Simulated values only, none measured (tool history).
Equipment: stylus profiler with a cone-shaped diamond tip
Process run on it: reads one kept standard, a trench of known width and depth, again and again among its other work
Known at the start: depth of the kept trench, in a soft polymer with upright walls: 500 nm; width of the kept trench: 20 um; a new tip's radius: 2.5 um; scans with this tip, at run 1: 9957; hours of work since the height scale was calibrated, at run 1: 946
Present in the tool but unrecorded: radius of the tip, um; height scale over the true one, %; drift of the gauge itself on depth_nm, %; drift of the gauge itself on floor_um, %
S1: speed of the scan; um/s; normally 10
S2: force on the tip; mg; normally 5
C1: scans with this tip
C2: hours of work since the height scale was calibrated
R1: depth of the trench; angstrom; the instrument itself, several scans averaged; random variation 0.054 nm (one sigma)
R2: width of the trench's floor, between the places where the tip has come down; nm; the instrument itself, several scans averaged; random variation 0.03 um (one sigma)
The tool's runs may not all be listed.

| run | hour | S1 | S2 | C1 | C2 | R1 | R2 |
|---|---|---|---|---|---|---|---|
| 1 | 0 | 10 | 5 | 9957 | 946 | 5116.9 | 14690 |
|  | 26.3 | new tip fitted, height scale calibrated |
| 2 | 67.2 | 10 | 5 | 310 | 29 | 5111.6 | 16850 |
| 3 | 149.6 | 10 | 5 | 934 | 89 | 5110.6 | 16620 |
| 4 | 190.5 | 10 | 5 | 1244 | 118 | 5112.4 | 16590 |
| 5 | 262.1 | 10 | 5 | 1786 | 170 | 5111.9 | 16430 |
| 6 | 345.7 | 10 | 5 | 2420 | 230 | 5112.2 | 16260 |
| 7 | 432.4 | 10 | 9.43 | 3077 | 292 | 5171.4 | 16050 |
| 8 | 511.5 | 10 | 9.43 | 3676 | 349 | 5172.7 | 15920 |
| 9 | 563.5 | 10 | 9.43 | 4070 | 387 | 5172.9 | 15850 |
| 10 | 643.2 | 10 | 9.43 | 4674 | 444 | 5174.5 | 15690 |
| 11 | 711.5 | 12 | 5 | 5191 | 493 | 5114.2 | 15640 |
| 12 | 749.1 | 12 | 5 | 5476 | 520 | 5114.5 | 15510 |
| 13 | 815.5 | 10 | 5 | 5980 | 568 | 5114.1 | 15410 |
| 14 | 894.2 | 10 | 5 | 6576 | 625 | 5115 | 15270 |
| 15 | 943 | 10 | 5 | 6946 | 660 | 5116.2 | 15170 |
| 16 | 984.2 | 10 | 5 | 7257 | 690 | 5115.6 | 15220 |
| 17 | 1027.9 | 10 | 5 | 7589 | 721 | 5115.4 | 15050 |
| 18 | 1100.3 | 2 | 5 | 8137 | 773 | 5116.7 | 14970 |
| 19 | 1173.3 | 2 | 5 | 8690 | 826 | 5117.9 | 14930 |
|  | 1179 | height scale calibrated on a step standard |
| 20 | 1210.3 | 2 | 5 | 8967 | 23 | 5121.4 | 14850 |
| 21 | 1283.1 | 10 | 1.78 | 9518 | 75 | 5066.1 | 14650 |
| 22 | 1325.3 | 29 | 5 | 9838 | 105 | 5120.5 | 14550 |
|  | 1342.7 | height scale calibrated on a step standard, once more |
|  | 1361.7 | new tip fitted, height scale calibrated |
| 23 | 1416.5 | 29 | 5 | 415 | 39 | 5111.2 | 16740 |
| 24 | 1462.8 | 29 | 5 | 766 | 73 | 5110.1 | 16590 |
| 25 | 1532.7 | 12 | 5 | 1296 | 123 | 5111 | 16520 |
| 26 | 1581.5 | 12 | 5 | 1665 | 158 | 5111.4 | 16410 |
| 27 | 1623.2 | 37 | 1.67 | 1981 | 188 | 5053.2 | 16150 |
| 28 | 1706.4 | 37 | 1.67 | 2612 | 248 | 5052.7 | 15940 |
| 29 | 1765.4 | 15 | 9.5 | 3058 | 291 | 5171.5 | 16060 |
| 30 | 1835.8 | 3 | 5 | 3592 | 341 | 5112.4 | 15960 |
| 31 | 1907.3 | 3 | 5 | 4134 | 393 | 5112.9 | 15790 |
| 32 | 1993.1 | 4 | 4.33 | 4783 | 455 | 5102 | 15630 |
| 33 | 2068.4 | 3 | 1.88 | 5354 | 509 | 5060.3 | 15520 |
| 34 | 2147.1 | 3 | 2.75 | 5950 | 565 | 5077.8 | 15460 |
| 35 | 2202.5 | 3 | 2.75 | 6370 | 605 | 5077.3 | 15370 |
| 36 | 2278 | 3 | 5.32 | 6942 | 660 | 5119.5 | 15240 |
| 37 | 2351 | 3 | 5.32 | 7495 | 712 | 5119.4 | 15060 |
| 38 | 2410 | 11 | 7.33 | 7942 | 755 | 5148.2 | 15010 |
| 39 | 2484.5 | 11 | 14.66 | 8507 | 808 | 5233.5 | 14870 |
| 40 | 2520.1 | 4 | 5.61 | 8776 | 834 | 5125.2 | 14870 |
| 41 | 2555.7 | 4 | 5.61 | 9046 | 860 | 5125 | 14810 |

Forecast run 42:
| 42 | 2607.3 | 2 | 4.48 | 9437 | 897 | ? | ? |

R1: 5108.3 angstrom
R2: 14750 nm
Without the tool's hidden state the same run would have given R1 5102.9 angstrom, R2 16990 nm.

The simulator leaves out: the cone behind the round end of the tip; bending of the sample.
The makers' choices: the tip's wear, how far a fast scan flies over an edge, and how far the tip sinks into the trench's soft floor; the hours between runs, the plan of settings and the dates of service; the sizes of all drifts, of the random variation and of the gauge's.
